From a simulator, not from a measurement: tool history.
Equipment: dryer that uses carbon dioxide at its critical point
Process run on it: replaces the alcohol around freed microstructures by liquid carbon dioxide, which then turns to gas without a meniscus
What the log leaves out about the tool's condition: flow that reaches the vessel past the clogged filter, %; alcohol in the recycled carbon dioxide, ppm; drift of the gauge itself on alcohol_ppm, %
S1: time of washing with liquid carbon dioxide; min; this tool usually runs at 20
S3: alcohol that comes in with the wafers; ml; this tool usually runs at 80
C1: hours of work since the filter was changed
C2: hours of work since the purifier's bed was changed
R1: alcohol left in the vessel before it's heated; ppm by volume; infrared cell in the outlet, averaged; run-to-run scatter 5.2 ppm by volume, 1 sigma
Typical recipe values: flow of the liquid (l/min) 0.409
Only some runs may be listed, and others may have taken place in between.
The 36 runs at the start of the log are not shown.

Run 37, hour 332.6: usual settings but S1 23 min, flow of the liquid (l/min) 0.31, S3 51 ml; C1 174; C2 570. Result: R1 228 ppm by volume.
Run 38, hour 344.5: usual settings but S1 23 min, flow of the liquid (l/min) 0.31, S3 51 ml; C1 182; C2 579. Result: R1 221 ppm by volume.
Run 39, hour 355.6: usual settings but S3 54 ml; C1 190; C2 586. Result: R1 117 ppm by volume.
Run 40, hour 363.9: usual settings but flow of the liquid (l/min) 0.319, S3 26 ml; C1 196; C2 592. Result: R1 199 ppm by volume.
Run 41, hour 371.3: usual settings but flow of the liquid (l/min) 0.319, S3 26 ml; C1 201; C2 597. Result: R1 225 ppm by volume.
Run 42, hour 378.3: usual settings but S1 24 min, flow of the liquid (l/min) 0.319, S3 107 ml; C1 206; C2 602. Result: R1 293 ppm by volume.
Run 43, hour 388.4: usual settings but S1 24 min, flow of the liquid (l/min) 0.319, S3 107 ml; C1 213; C2 609. Result: R1 296 ppm by volume.
Run 44, hour 393.8: usual settings but S1 24 min, flow of the liquid (l/min) 0.319, S3 107 ml; C1 217; C2 613. Result: R1 309 ppm by volume.
Run 45, hour 401.3: usual settings but flow of the liquid (l/min) 0.259, S3 111 ml; C1 222; C2 618. Result: R1 1960 ppm by volume.
Run 46, hour 410.2: usual settings but flow of the liquid (l/min) 0.442, S3 58 ml; C1 229; C2 625. Result: R1 104 ppm by volume.

Branching from run 46: 4 alternative next runs. What would each branch give?
Run A, hour 420.2: usual settings but S1 12 min, flow of the liquid (l/min) 0.35, S3 30 ml; C1 236; C2 632. Result: R1 ?.
Run B, hour 420.2: usual settings but S1 31 min, flow of the liquid (l/min) 0.468, S3 30 ml; C1 236; C2 632. Result: R1 ?.
Run C, hour 420.2: usual settings but S1 21 min, flow of the liquid (l/min) 0.642, S3 52 ml; C1 236; C2 632. Result: R1 ?.
Run D, hour 420.2: usual settings but S3 53 ml; C1 236; C2 632. Result: R1 ?.

run    R1
  A  1105
  B    53
  C    46
  D   126
Take away the tool's hidden state, keep each run's random variation, and the runs would have read:
run   R1
  A  919
  B    7
  C    1
  D   63
